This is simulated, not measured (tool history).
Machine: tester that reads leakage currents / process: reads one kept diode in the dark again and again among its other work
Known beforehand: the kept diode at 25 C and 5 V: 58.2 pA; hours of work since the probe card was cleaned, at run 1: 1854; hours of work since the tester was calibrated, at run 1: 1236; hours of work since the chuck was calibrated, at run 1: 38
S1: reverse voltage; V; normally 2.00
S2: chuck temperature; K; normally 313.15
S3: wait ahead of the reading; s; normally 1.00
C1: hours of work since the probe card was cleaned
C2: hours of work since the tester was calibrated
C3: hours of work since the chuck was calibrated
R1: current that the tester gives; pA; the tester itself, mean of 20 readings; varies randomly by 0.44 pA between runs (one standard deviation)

| run | hour | S1 | S2 | S3 | C1 | C2 | C3 | R1 |
|---|---|---|---|---|---|---|---|---|
| 1 | 0.0 | 2.00 | 313.15 | 1.00 | 1854 | 1236 | 38 | 152.37 |
| 2 | 105.9 | 2.00 | 313.15 | 1.00 | 1910 | 1292 | 94 | 150.31 |
| 3 | 216.0 | 2.00 | 313.15 | 1.00 | 1968 | 1350 | 152 | 150.94 |
| 4 | 290.9 | 2.00 | 313.15 | 4.68 | 2007 | 1390 | 192 | 149.61 |
|  | 300.9 | probe card cleaned and baked |
| 5 | 345.9 | 2.00 | 313.15 | 4.68 | 24 | 1417 | 219 | 149.53 |
| 6 | 414.7 | 2.00 | 314.15 | 9.16 | 60 | 1453 | 256 | 161.73 |
| 7 | 520.7 | 3.29 | 313.15 | 0.94 | 116 | 1509 | 312 | 188.44 |

For run 8, what comes out?
| 8 | 641.5 | 3.29 | 330.15 | 0.94 | 180 | 1573 | 375 | ? |

Logged for run 8: R1 690.86 pA.
With the hidden condition absent and the run-to-run variation left alone, this run would have shown R1 698.91 pA.

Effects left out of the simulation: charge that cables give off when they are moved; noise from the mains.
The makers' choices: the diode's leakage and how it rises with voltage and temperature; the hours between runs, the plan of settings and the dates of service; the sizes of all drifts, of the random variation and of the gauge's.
